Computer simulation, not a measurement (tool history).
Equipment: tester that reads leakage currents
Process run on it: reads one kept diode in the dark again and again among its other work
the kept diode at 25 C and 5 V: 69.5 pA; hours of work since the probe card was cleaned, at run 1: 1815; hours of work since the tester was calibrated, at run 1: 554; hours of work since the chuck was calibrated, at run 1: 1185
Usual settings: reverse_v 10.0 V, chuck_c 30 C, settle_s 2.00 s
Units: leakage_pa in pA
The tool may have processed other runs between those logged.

run     day  reverse_v  chuck_c  settle_s  hours of work since the probe card was cleaned  hours of work since the tester was calibrated  hours of work since the chuck was calibrated  leakage_pa
  1   0.000       10.0       30      2.00                                            1815                                            554                                          1185      137.71
  2   2.458       10.0       30      2.00                                            1849                                            588                                          1219      136.88
  3   5.388       10.0       30      2.00                                            1889                                            629                                          1259      136.06
  4   7.829       10.0       30      2.00                                            1923                                            663                                          1293      135.37
  5  10.529       10.0       30      2.00                                            1961                                            700                                          1330      136.24
  6  12.750       10.0       30      2.00                                            1991                                            731                                          1361      135.31
  7  15.279       10.0       30      0.56                                            2027                                            766                                          1396      137.81
  8  17.304       10.0       30      2.00                                            2055                                            794                                          1424      134.88
  9  20.317       10.0       30      2.00                                            2096                                            836                                          1466      134.74
 10  22.400       10.0       30      2.00                                            2125                                            865                                          1495      134.26
 11  23.883       10.0       30      2.00                                            2146                                            885                                          1516      135.09
 12  26.750       10.0       30      2.00                                            2186                                            925                                          1555      133.44
 13  28.462       10.0       30      0.87                                            2209                                            949                                          1579      134.52
 14  30.754       10.0       30      0.87                                            2241                                            981                                          1611      134.25
 15  33.296       10.0       30      2.00                                            2276                                           1016                                          1646      132.45
 16  35.621       10.0       30      2.00                                            2309                                           1048                                          1678      132.16
 17  37.738       16.2       53      8.01                                            2338                                           1077                                          1708      925.70
 18  40.229        1.0       21      0.68                                            2372                                           1112                                          1742       19.26
 19  42.408        5.1       20      0.68                                            2403                                           1142                                          1772       42.89
 20  45.038        5.1       20      0.68                                            2439                                           1179                                          1809       42.69
 21  47.783        2.0       29      0.68                                            2477                                           1217                                          1847       52.72
     48.112  -- tester calibrated
 22  49.912        3.7       30      1.28                                            2505                                             25                                          1875       77.68
 23  51.675        5.0       20      0.42                                            2530                                             49                                          1900       43.02
 24  53.196       18.0       25      5.29                                            2551                                             70                                          1921      122.14
 25  54.454        1.5       30      3.89                                            2568                                             88                                          1938       48.44
 26  55.946        1.4       42      0.54                                            2589                                            109                                          1959      119.87
 27  57.488        2.5       42      2.18                                            2610                                            130                                          1980      159.10
 28  59.262       10.0       42      0.84                                            2635                                            155                                          2005      323.49
     61.954  -- tester calibrated, once more
 29  62.008       10.0       42      0.84                                            2672                                              1                                          2042      322.51
 30  65.000       10.0       42      0.84                                            2713                                             42                                          2083      321.64
 31  66.350       10.0       42      0.84                                            2732                                             61                                          2102      322.27

For each entry between runs, how does the tool's hidden state at the last listed run before it compare with that at the first listed run after it?
From run 21 to run 22: tester calibrated (day 48.112)
  stray current of the dirty probe card, pA a volt: 0.762 -> 0.77; current scale over the true one, %: -0.36 -> -0.49; true chuck temperature over the reading, C: -2.28 -> -2.31
  measured result minus the result with no hidden state, leakage_pa: -9.18 -> -13.10 pA
From run 28 to run 29: tester calibrated, once more (day 61.954)
  stray current of the dirty probe card, pA a volt: 0.809 -> 0.819; current scale over the true one, %: -0.53 -> -0.12; true chuck temperature over the reading, C: -2.46 -> -2.5
  measured result minus the result with no hidden state, leakage_pa: -58.15 -> -57.36 pA

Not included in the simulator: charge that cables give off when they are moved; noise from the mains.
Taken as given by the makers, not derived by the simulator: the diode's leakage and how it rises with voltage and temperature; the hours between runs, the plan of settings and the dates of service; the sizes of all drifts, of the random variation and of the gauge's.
